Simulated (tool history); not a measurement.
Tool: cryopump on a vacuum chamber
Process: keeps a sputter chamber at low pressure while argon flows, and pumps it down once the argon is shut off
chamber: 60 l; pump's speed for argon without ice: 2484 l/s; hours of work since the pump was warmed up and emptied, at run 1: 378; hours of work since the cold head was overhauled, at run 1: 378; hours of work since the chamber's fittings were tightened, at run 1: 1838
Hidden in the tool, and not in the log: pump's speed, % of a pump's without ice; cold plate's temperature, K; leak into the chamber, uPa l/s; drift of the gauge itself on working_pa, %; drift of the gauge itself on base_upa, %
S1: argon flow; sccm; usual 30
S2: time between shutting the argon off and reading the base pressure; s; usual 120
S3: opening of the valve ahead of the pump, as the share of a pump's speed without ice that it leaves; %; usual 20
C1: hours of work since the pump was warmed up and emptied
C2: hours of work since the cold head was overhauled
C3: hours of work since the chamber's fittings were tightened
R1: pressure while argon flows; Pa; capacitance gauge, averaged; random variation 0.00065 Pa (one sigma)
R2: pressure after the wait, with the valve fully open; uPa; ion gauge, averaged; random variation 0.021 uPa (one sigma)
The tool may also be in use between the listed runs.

run 1 hour=0 | S1=30 S2=120 S3=20 | C1=378 C2=378 C3=1838 | R1=0.1098 R2=0.71
run 2 hour=69.7 | S1=30 S2=120 S3=20 | C1=419 C2=419 C3=1879 | R1=0.1093 R2=0.72
run 3 hour=134.4 | S1=17 S2=120 S3=20 | C1=457 C2=457 C3=1917 | R1=0.0619 R2=0.67
run 4 hour=201.8 | S1=17 S2=120 S3=20 | C1=496 C2=496 C3=1956 | R1=0.0627 R2=0.75
run 5 hour=266.4 | S1=17 S2=120 S3=20 | C1=534 C2=534 C3=1994 | R1=0.0644 R2=0.71
-- hour=308.4 pump warmed up, emptied and cooled again
run 6 hour=313.8 | S1=30 S2=120 S3=20 | C1=3 C2=558 C3=2018 | R1=0.1032 R2=0.68
run 7 hour=387.4 | S1=30 S2=120 S3=31 | C1=46 C2=601 C3=2061 | R1=0.0668 R2=0.66
run 8 hour=437.1 | S1=30 S2=120 S3=31 | C1=75 C2=630 C3=2090 | R1=0.0678 R2=0.69
run 9 hour=491.3 | S1=30 S2=120 S3=31 | C1=107 C2=662 C3=2122 | R1=0.0679 R2=0.69
run 10 hour=562.3 | S1=30 S2=120 S3=31 | C1=148 C2=704 C3=2164 | R1=0.0694 R2=0.67
run 11 hour=623.2 | S1=30 S2=120 S3=44 | C1=184 C2=739 C3=2199 | R1=0.0484 R2=0.69
run 12 hour=674.4 | S1=30 S2=120 S3=17 | C1=214 C2=769 C3=2229 | R1=0.1244 R2=0.69
run 13 hour=733.1 | S1=30 S2=120 S3=20 | C1=248 C2=803 C3=2263 | R1=0.1053 R2=0.67
run 14 hour=778.8 | S1=30 S2=120 S3=20 | C1=275 C2=830 C3=2290 | R1=0.1064 R2=0.71
run 15 hour=814.8 | S1=30 S2=120 S3=20 | C1=296 C2=851 C3=2311 | R1=0.1064 R2=0.73
run 16 hour=862.4 | S1=30 S2=120 S3=20 | C1=324 C2=879 C3=2339 | R1=0.1068 R2=0.7
run 17 hour=933.1 | S1=30 S2=120 S3=57 | C1=365 C2=920 C3=2380 | R1=0.0414 R2=0.75
run 18 hour=974.9 | S1=15 S2=24 S3=60 | C1=389 C2=945 C3=2405 | R1=0.0209 R2=2.17
-- hour=1009.2 leaking fittings of the chamber tightened, without venting
run 19 hour=1027.4 | S1=15 S2=24 S3=60 | C1=419 C2=974 C3=11 | R1=0.0207 R2=2.04
run 20 hour=1069.3 | S1=21 S2=120 S3=19 | C1=443 C2=999 C3=35 | R1=0.08 R2=0.57

The next listed run, before its measurement:
run 21 hour=1123 | S1=24 S2=120 S3=44 | C1=475 C2=1030 C3=66 | R1=? R2=?

Run 21 gave R1 0.0439 Pa, R2 0.55 uPa.
Without the tool's hidden state the same run would have given R1 0.0374 Pa, R2 0.48 uPa.
